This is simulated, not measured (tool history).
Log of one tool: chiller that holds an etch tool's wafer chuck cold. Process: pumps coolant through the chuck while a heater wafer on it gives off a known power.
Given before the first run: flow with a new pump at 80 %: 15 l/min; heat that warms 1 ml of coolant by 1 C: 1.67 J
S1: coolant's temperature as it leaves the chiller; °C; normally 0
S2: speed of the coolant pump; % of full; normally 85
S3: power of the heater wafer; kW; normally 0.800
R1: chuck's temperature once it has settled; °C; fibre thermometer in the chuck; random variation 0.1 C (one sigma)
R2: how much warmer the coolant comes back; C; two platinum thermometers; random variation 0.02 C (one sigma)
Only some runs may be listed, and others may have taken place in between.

Run 1, hour 0.0: usual settings. Result: R1 9.8 °C, R2 1.89 C.
Run 2, hour 96.1: usual settings. Result: R1 9.7 °C, R2 1.92 C.
Run 3, hour 189.6: usual settings. Result: R1 9.7 °C, R2 1.87 C.
Run 4, hour 263.1: usual settings. Result: R1 9.9 °C, R2 1.90 C.
Run 5, hour 340.6: usual settings but S2 81 % of full. Result: R1 10.2 °C, R2 1.98 C.
Run 6, hour 439.6: usual settings but S1 5 °C. Result: R1 15.0 °C, R2 1.92 C.
Run 7, hour 541.0: usual settings but S2 72 % of full. Result: R1 11.5 °C, R2 2.23 C.
Run 8, hour 645.7: usual settings but S2 72 % of full. Result: R1 11.7 °C, R2 2.25 C.
Run 9, hour 692.8: usual settings. Result: R1 10.0 °C, R2 1.94 C.
Run 10, hour 794.7: usual settings. Result: R1 10.0 °C, R2 1.95 C.
Run 11, hour 886.8: usual settings. Result: R1 10.3 °C, R2 1.91 C.
Run 12, hour 974.2: usual settings but S1 -9 °C. Result: R1 1.1 °C, R2 1.94 C.
Run 13, hour 1070.7: usual settings but S1 -9 °C. Result: R1 1.3 °C, R2 1.91 C.
At hour 1077.4: chiller's thermometer calibrated.
Run 14, hour 1177.1: usual settings but S1 9 °C. Result: R1 19.9 °C, R2 1.93 C.
Run 15, hour 1249.6: usual settings. Result: R1 11.0 °C, R2 1.93 C.
Run 16, hour 1325.2: usual settings. Result: R1 11.1 °C, R2 1.90 C.
Run 17, hour 1390.1: usual settings but S3 0.934 kW. Result: R1 13.0 °C, R2 2.25 C.
At hour 1403.7: coolant pump overhauled.
Run 18, hour 1465.9: usual settings but S2 71 % of full, S3 1.137 kW. Result: R1 18.6 °C, R2 3.29 C.
Run 19, hour 1525.0: usual settings but S1 5 °C, S2 76 % of full, S3 0.748 kW. Result: R1 16.8 °C, R2 2.05 C.
Run 20, hour 1582.8: usual settings but S2 91 % of full, S3 0.495 kW. Result: R1 6.7 °C, R2 1.15 C.
Run 21, hour 1638.7: usual settings but S2 91 % of full, S3 0.495 kW. Result: R1 6.8 °C, R2 1.15 C.
Run 22, hour 1741.3: usual settings but S2 91 % of full, S3 0.495 kW. Result: R1 6.7 °C, R2 1.16 C.
Run 23, hour 1802.0: usual settings but S2 91 % of full, S3 0.495 kW. Result: R1 6.6 °C, R2 1.14 C.
Run 24, hour 1878.5: usual settings but S1 10 °C, S2 83 % of full, S3 0.460 kW. Result: R1 16.9 °C, R2 1.16 C.
Run 25, hour 1921.0: usual settings but S1 3 °C, S2 93 % of full, S3 0.736 kW. Result: R1 13.0 °C, R2 1.70 C.
At hour 1952.8: coolant changed, channels flushed.
At hour 1985.4: coolant pump overhauled, once more.
Run 26, hour 1994.4: usual settings but S1 3 °C, S2 93 % of full, S3 0.736 kW. Result: R1 10.4 °C, R2 1.51 C.
Run 27, hour 2067.9: usual settings but S1 9 °C, S2 81 % of full, S3 1.048 kW. Result: R1 21.1 °C, R2 2.54 C.
Run 28, hour 2166.0: usual settings but S1 8 °C, S2 65 % of full, S3 1.033 kW. Result: R1 22.2 °C, R2 2.99 C.
Run 29, hour 2234.8: usual settings but S1 -1 °C, S2 72 % of full, S3 0.577 kW. Result: R1 6.1 °C, R2 1.53 C.
Run 30, hour 2284.3: usual settings but S1 -6 °C, S2 74 % of full, S3 0.508 kW. Result: R1 0.4 °C, R2 1.31 C.
Run 31, hour 2361.7: usual settings but S1 5 °C. Result: R1 13.8 °C, R2 1.83 C.

Here are 3 independent what-if runs from the current tool condition. What would each one return?
Run A, hour 2425.0: usual settings but S1 -7 °C, S2 70 % of full, S3 0.754 kW. Result: R1 ?, R2 ?.
Run B, hour 2425.0: usual settings but S1 -2 °C. Result: R1 ?, R2 ?.
Run C, hour 2425.0: usual settings but S1 2 °C, S2 62 % of full. Result: R1 ?, R2 ?.

run    R1    R2
  A   2.7  2.06
  B   6.9  1.82
  C  13.8  2.46
Stripped of hidden state, with their random variation kept, the same runs would have yielded:
run    R1    R2
  A   2.6  2.05
  B   6.8  1.82
  C  13.6  2.46
